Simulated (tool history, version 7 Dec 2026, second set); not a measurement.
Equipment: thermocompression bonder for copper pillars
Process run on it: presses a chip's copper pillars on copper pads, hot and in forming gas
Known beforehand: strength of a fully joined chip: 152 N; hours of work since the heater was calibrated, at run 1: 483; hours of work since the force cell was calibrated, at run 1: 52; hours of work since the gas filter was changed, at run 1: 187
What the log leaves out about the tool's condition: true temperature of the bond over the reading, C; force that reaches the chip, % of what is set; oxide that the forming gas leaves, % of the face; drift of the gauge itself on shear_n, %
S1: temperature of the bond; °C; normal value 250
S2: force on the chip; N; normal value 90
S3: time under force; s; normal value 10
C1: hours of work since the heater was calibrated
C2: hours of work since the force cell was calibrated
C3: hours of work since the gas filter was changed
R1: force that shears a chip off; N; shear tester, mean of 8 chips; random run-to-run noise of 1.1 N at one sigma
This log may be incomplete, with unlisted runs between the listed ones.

run   hour   S1   S2  S3   C1   C2   C3     R1
  1    0.0  250   90  10  483   52  187   96.7
  2    5.2  250   90  10  486   54  190   95.4
  3   14.1  250  131  10  489   58  193  125.4
  4   24.8  250  131  10  494   62  198  120.1
  5   33.7  250  131  10  498   66  202  122.9
  6   43.4  250  131  10  502   70  206  120.8
  7   53.0  250   90  10  506   74  210   98.5
  8   60.1  250   90  11  509   77  213   98.0
  9   66.9  250   90  11  512   80  216   98.3
 10   71.7  250   90  11  514   82  218   98.2
 11   80.0  250   66   9  517   86  221   71.3
 12   84.4  250   66   9  519   88  223   71.9
 13   94.7  222   66   9  523   92  228   44.1
 14  105.3  250   90  27  528   96  232  121.3
 15  115.1  250  133  25  532  100  236  138.2

Measured minus without-hidden-state, run by run (identical run-to-run variation in each term; gauge scatter may differ):
run    R1
  1  -4.2
  2  -4.1
  3  -4.9
  4  -4.8
  5  -5.0
  6  -5.0
  7  -4.6
  8  -4.6
  9  -4.7
 10  -4.7
 11  -3.7
 12  -3.8
 13  -2.6
 14  -5.6
 15  -5.8
